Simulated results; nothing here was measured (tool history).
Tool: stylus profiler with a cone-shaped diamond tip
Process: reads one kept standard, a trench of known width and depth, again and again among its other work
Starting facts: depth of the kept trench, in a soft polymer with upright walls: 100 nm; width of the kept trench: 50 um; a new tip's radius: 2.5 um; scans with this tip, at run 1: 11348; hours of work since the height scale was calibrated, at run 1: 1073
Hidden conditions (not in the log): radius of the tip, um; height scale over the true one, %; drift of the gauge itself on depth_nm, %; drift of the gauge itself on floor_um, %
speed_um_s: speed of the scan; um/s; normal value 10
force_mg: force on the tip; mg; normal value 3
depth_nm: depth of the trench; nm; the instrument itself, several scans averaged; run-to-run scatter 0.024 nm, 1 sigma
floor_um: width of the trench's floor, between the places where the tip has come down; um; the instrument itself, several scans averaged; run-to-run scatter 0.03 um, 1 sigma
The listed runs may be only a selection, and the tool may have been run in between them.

| run | hour | speed_um_s | force_mg | scans with this tip | hours of work since the height scale was calibrated | depth_nm | floor_um |
|---|---|---|---|---|---|---|---|
| 1 | 0 | 10 | 3 | 11348 | 1073 | 102.07 | 47.51 |
|  | 10.3 | new tip fitted, height scale calibrated |
| 2 | 11.8 | 10 | 5.57 | 10 | 1 | 102.42 | 48.59 |
| 3 | 26 | 10 | 1.79 | 105 | 10 | 101.13 | 48.49 |
| 4 | 40.2 | 9 | 3 | 200 | 19 | 101.59 | 48.52 |
| 5 | 50.2 | 9 | 3 | 267 | 25 | 101.64 | 48.48 |
| 6 | 58.1 | 9 | 3 | 320 | 30 | 101.63 | 48.55 |
| 7 | 66.6 | 9 | 3 | 377 | 36 | 101.64 | 48.52 |
| 8 | 74.9 | 9 | 3 | 432 | 41 | 101.64 | 48.57 |
| 9 | 90 | 10 | 6.41 | 533 | 50 | 102.73 | 48.51 |
| 10 | 98.2 | 10 | 6.41 | 588 | 56 | 102.7 | 48.55 |
| 11 | 105.6 | 10 | 6.41 | 638 | 60 | 102.7 | 48.56 |
| 12 | 113 | 5 | 3 | 687 | 65 | 101.65 | 48.53 |
| 13 | 126.1 | 18 | 3 | 775 | 73 | 101.66 | 48.49 |
| 14 | 142.5 | 11 | 3 | 885 | 84 | 101.67 | 48.45 |
|  | 144 | height scale calibrated on a step standard |
| 15 | 156.2 | 10 | 3 | 973 | 8 | 101.7 | 48.48 |
| 16 | 169.7 | 10 | 3 | 1063 | 16 | 101.69 | 48.47 |
| 17 | 181.8 | 10 | 6.87 | 1144 | 24 | 102.86 | 48.47 |
| 18 | 194.3 | 10 | 1.13 | 1228 | 32 | 100.97 | 48.42 |
| 19 | 203.3 | 7 | 3 | 1288 | 37 | 101.68 | 48.47 |
|  | 206.1 | height scale calibrated on a step standard, once more |
| 20 | 214.9 | 10 | 2.14 | 1362 | 6 | 101.24 | 48.4 |
| 21 | 226.7 | 10 | 3 | 1441 | 13 | 101.58 | 48.39 |
| 22 | 236 | 10 | 3 | 1504 | 19 | 101.54 | 48.44 |
| 23 | 245.8 | 10 | 3 | 1569 | 25 | 101.56 | 48.4 |
| 24 | 257.2 | 10 | 3 | 1645 | 32 | 101.62 | 48.4 |
| 25 | 264.8 | 21 | 1.92 | 1696 | 37 | 101.2 | 48.34 |
| 26 | 280.3 | 7 | 1.57 | 1800 | 47 | 101.01 | 48.43 |
| 27 | 287.9 | 3 | 8.17 | 1850 | 52 | 103.13 | 48.42 |
| 28 | 304.3 | 3 | 8.17 | 1960 | 62 | 103.11 | 48.33 |
| 29 | 316.8 | 23 | 1.21 | 2044 | 70 | 100.86 | 48.28 |
| 30 | 326.2 | 15 | 2.06 | 2107 | 76 | 101.24 | 48.26 |
| 31 | 339.7 | 4 | 8.52 | 2197 | 85 | 103.22 | 48.35 |
| 32 | 346.8 | 8 | 1.12 | 2245 | 89 | 100.81 | 48.29 |
| 33 | 355.8 | 8 | 1.12 | 2305 | 95 | 100.8 | 48.3 |
| 34 | 367.4 | 6 | 3.16 | 2383 | 102 | 101.66 | 48.27 |
| 35 | 378.8 | 6 | 3.16 | 2459 | 109 | 101.67 | 48.28 |
| 36 | 387.9 | 6 | 3.16 | 2520 | 115 | 101.65 | 48.31 |
| 37 | 403 | 16 | 1.56 | 2621 | 125 | 101.03 | 48.24 |
| 38 | 412 | 6 | 1.18 | 2681 | 130 | 100.87 | 48.34 |

The next listed run, before its measurement:
| 39 | 424.7 | 6 | 1.21 | 2766 | 138 | ? | ? |

Logged for run 39: depth_nm 100.89 nm, floor_um 48.26 um.
With no hidden state in the tool, this same run would have given depth_nm 100.86 nm, floor_um 48.56 um.
